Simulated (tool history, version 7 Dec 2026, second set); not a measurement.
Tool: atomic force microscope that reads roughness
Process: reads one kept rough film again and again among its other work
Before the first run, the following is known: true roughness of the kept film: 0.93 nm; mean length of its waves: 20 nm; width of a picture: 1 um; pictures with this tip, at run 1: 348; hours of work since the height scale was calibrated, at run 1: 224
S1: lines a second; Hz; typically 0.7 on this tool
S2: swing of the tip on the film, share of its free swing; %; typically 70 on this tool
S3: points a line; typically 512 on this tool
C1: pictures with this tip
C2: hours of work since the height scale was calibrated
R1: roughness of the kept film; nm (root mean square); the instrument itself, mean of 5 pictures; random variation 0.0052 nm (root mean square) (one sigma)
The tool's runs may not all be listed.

{"run": 1, "hour": 0.0, "S1": 0.7, "S2": 70, "S3": 512, "C1": 348, "C2": 224, "R1": 0.822}
{"run": 2, "hour": 17.6, "S1": 0.7, "S2": 70, "S3": 512, "C1": 372, "C2": 232, "R1": 0.843}
{"hour": 26.8, "done": "new tip fitted"}
{"run": 3, "hour": 45.5, "S1": 0.7, "S2": 70, "S3": 512, "C1": 25, "C2": 245, "R1": 0.834}
{"run": 4, "hour": 67.9, "S1": 0.7, "S2": 70, "S3": 512, "C1": 54, "C2": 256, "R1": 0.826}
{"run": 5, "hour": 92.3, "S1": 0.7, "S2": 70, "S3": 512, "C1": 87, "C2": 267, "R1": 0.828}
{"run": 6, "hour": 106.0, "S1": 0.7, "S2": 70, "S3": 512, "C1": 105, "C2": 273, "R1": 0.832}
{"run": 7, "hour": 124.6, "S1": 0.7, "S2": 70, "S3": 512, "C1": 129, "C2": 282, "R1": 0.824}
{"run": 8, "hour": 145.7, "S1": 0.7, "S2": 70, "S3": 512, "C1": 157, "C2": 292, "R1": 0.829}
{"run": 9, "hour": 161.6, "S1": 0.7, "S2": 70, "S3": 512, "C1": 178, "C2": 299, "R1": 0.832}
{"run": 10, "hour": 186.1, "S1": 0.7, "S2": 70, "S3": 512, "C1": 211, "C2": 311, "R1": 0.835}
{"run": 11, "hour": 201.0, "S1": 0.7, "S2": 70, "S3": 512, "C1": 231, "C2": 318, "R1": 0.834}
{"run": 12, "hour": 226.8, "S1": 1.023, "S2": 70, "S3": 512, "C1": 265, "C2": 330, "R1": 0.816}
{"run": 13, "hour": 249.3, "S1": 1.023, "S2": 70, "S3": 512, "C1": 294, "C2": 340, "R1": 0.812}
{"run": 14, "hour": 272.7, "S1": 1.023, "S2": 70, "S3": 512, "C1": 326, "C2": 351, "R1": 0.815}
{"run": 15, "hour": 295.9, "S1": 1.023, "S2": 70, "S3": 512, "C1": 356, "C2": 362, "R1": 0.818}
{"run": 16, "hour": 313.2, "S1": 0.7, "S2": 83, "S3": 512, "C1": 379, "C2": 370, "R1": 0.794}
{"hour": 316.7, "done": "new tip fitted"}
{"run": 17, "hour": 337.9, "S1": 0.7, "S2": 83, "S3": 512, "C1": 28, "C2": 381, "R1": 0.801}
{"run": 18, "hour": 354.8, "S1": 0.7, "S2": 83, "S3": 512, "C1": 50, "C2": 389, "R1": 0.796}
{"run": 19, "hour": 371.0, "S1": 0.7, "S2": 70, "S3": 264, "C1": 72, "C2": 397, "R1": 0.798}
{"run": 20, "hour": 396.8, "S1": 0.7, "S2": 70, "S3": 264, "C1": 106, "C2": 409, "R1": 0.815}
{"run": 21, "hour": 419.5, "S1": 0.7, "S2": 70, "S3": 264, "C1": 136, "C2": 420, "R1": 0.815}
{"run": 22, "hour": 436.1, "S1": 3.241, "S2": 70, "S3": 512, "C1": 158, "C2": 427, "R1": 0.725}
{"run": 23, "hour": 457.0, "S1": 3.241, "S2": 70, "S3": 512, "C1": 186, "C2": 437, "R1": 0.723}
{"run": 24, "hour": 483.5, "S1": 1.202, "S2": 70, "S3": 694, "C1": 221, "C2": 449, "R1": 0.817}
{"run": 25, "hour": 494.6, "S1": 1.825, "S2": 83, "S3": 392, "C1": 235, "C2": 455, "R1": 0.708}
{"run": 26, "hour": 511.5, "S1": 2.262, "S2": 56, "S3": 323, "C1": 258, "C2": 463, "R1": 0.798}
{"run": 27, "hour": 522.9, "S1": 2.262, "S2": 56, "S3": 323, "C1": 273, "C2": 468, "R1": 0.803}
{"run": 28, "hour": 539.1, "S1": 1.39, "S2": 87, "S3": 863, "C1": 294, "C2": 475, "R1": 0.726}
{"run": 29, "hour": 559.9, "S1": 2.094, "S2": 73, "S3": 320, "C1": 322, "C2": 485, "R1": 0.742}
{"run": 30, "hour": 571.1, "S1": 2.094, "S2": 73, "S3": 320, "C1": 337, "C2": 490, "R1": 0.753}
{"run": 31, "hour": 582.9, "S1": 1.819, "S2": 65, "S3": 859, "C1": 352, "C2": 496, "R1": 0.801}
{"hour": 605.9, "done": "new tip fitted"}
{"run": 32, "hour": 605.9, "S1": 1.819, "S2": 65, "S3": 859, "C1": 0, "C2": 506, "R1": 0.801}
{"run": 33, "hour": 624.9, "S1": 1.82, "S2": 66, "S3": 859, "C1": 25, "C2": 515, "R1": 0.812}
{"run": 34, "hour": 642.5, "S1": 3.178, "S2": 56, "S3": 512, "C1": 49, "C2": 523, "R1": 0.807}
{"run": 35, "hour": 666.8, "S1": 1.503, "S2": 68, "S3": 716, "C1": 81, "C2": 535, "R1": 0.798}
{"run": 36, "hour": 687.5, "S1": 1.503, "S2": 68, "S3": 716, "C1": 108, "C2": 544, "R1": 0.806}
{"run": 37, "hour": 706.9, "S1": 1.503, "S2": 68, "S3": 716, "C1": 134, "C2": 554, "R1": 0.811}
{"run": 38, "hour": 724.6, "S1": 1.37, "S2": 70, "S3": 512, "C1": 157, "C2": 562, "R1": 0.806}
{"run": 39, "hour": 739.4, "S1": 0.7, "S2": 86, "S3": 512, "C1": 177, "C2": 569, "R1": 0.797}
{"run": 40, "hour": 760.8, "S1": 0.7, "S2": 58, "S3": 512, "C1": 205, "C2": 579, "R1": 0.86}
{"run": 41, "hour": 786.4, "S1": 0.7, "S2": 58, "S3": 512, "C1": 239, "C2": 591, "R1": 0.846}
{"run": 42, "hour": 809.3, "S1": 2.61, "S2": 70, "S3": 512, "C1": 269, "C2": 601, "R1": 0.748}
{"run": 43, "hour": 823.3, "S1": 0.759, "S2": 65, "S3": 362, "C1": 288, "C2": 608, "R1": 0.831}
{"run": 44, "hour": 839.8, "S1": 0.816, "S2": 70, "S3": 474, "C1": 310, "C2": 616, "R1": 0.819}
{"run": 45, "hour": 865.6, "S1": 0.816, "S2": 70, "S3": 474, "C1": 344, "C2": 628, "R1": 0.819}

Describe how what the log doesn't record of the tool's condition differs between the last listed run preceding each entry between runs and the first listed run following it.
Logged between run 2 and run 3: new tip fitted (hour 26.8)
  radius of the tip, nm: 7.3 -> 7
Logged between run 16 and run 17: new tip fitted (hour 316.7)
  radius of the tip, nm: 7.4 -> 7
Logged between run 31 and run 32: new tip fitted (hour 605.9)
  radius of the tip, nm: 7.3 -> 7
